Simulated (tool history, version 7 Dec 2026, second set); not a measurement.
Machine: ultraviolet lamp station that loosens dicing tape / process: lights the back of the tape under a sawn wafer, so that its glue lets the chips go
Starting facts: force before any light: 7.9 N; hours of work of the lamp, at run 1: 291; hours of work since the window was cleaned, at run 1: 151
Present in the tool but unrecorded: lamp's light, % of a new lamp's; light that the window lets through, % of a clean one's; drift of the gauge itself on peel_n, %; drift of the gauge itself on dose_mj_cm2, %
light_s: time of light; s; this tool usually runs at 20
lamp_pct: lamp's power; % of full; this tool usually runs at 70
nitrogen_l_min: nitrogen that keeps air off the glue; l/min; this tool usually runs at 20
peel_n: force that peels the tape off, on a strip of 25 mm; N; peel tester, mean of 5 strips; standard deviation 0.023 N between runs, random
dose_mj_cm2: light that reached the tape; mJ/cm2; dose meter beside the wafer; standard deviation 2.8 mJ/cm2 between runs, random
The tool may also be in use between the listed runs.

run	hour	light_s	lamp_pct	nitrogen_l_min	hours of work of the lamp	hours of work since the window was cleaned	peel_n	dose_mj_cm2
1	0.0	20	70	20	291	151	1.256	353
2	10.7	20	70	11	298	158	1.753	346
3	24.0	20	74	20	307	167	1.170	366
4	32.3	20	74	20	313	172	1.216	365
5	45.3	20	70	20	321	181	1.299	345
6	55.4	20	70	20	328	188	1.295	348
7	66.1	20	70	36	335	195	0.967	345
8	74.0	20	70	36	340	200	0.981	346
9	86.3	20	70	36	349	209	0.992	344
10	94.6	20	70	36	354	214	1.002	341
11	103.7	20	70	27	360	220	1.116	345
12	117.9	20	70	27	370	230	1.166	336
13	132.0	20	60	27	379	239	1.452	288
14	146.2	29	75	9	389	249	1.043	523
15	159.4	21	75	11	398	257	1.560	377
16	167.9	19	68	15	403	263	1.754	307
17	181.5	19	68	15	412	272	1.858	310
18	192.7	16	70	20	420	280	1.866	271
19	201.2	20	67	27	425	285	1.301	317
20	214.8	20	67	27	435	295	1.262	313
21	224.3	20	98	19	441	301	0.824	464
22	232.6	26	70	10	447	306	1.388	426
23	242.1	26	70	10	453	313	1.381	427
24	249.6	26	71	25	458	318	0.791	432

Predict each of these 5 candidate next runs independently; none follows another, all start after run 24:
A	256.0	20	89	20	462	322	?	?
B	256.0	26	62	25	462	322	?	?
C	256.0	20	70	13	462	322	?	?
D	256.0	26	82	6	462	322	?	?
E	256.0	21	66	20	462	322	?	?

run	peel_n	dose_mj_cm2
A	0.950	419
B	0.999	374
C	1.805	329
D	1.444	496
E	1.460	323
With no hidden state in the tool, these same runs would have given:
run	peel_n	dose_mj_cm2
A	0.722	487
B	0.760	436
C	1.445	383
D	1.132	578
E	1.142	377

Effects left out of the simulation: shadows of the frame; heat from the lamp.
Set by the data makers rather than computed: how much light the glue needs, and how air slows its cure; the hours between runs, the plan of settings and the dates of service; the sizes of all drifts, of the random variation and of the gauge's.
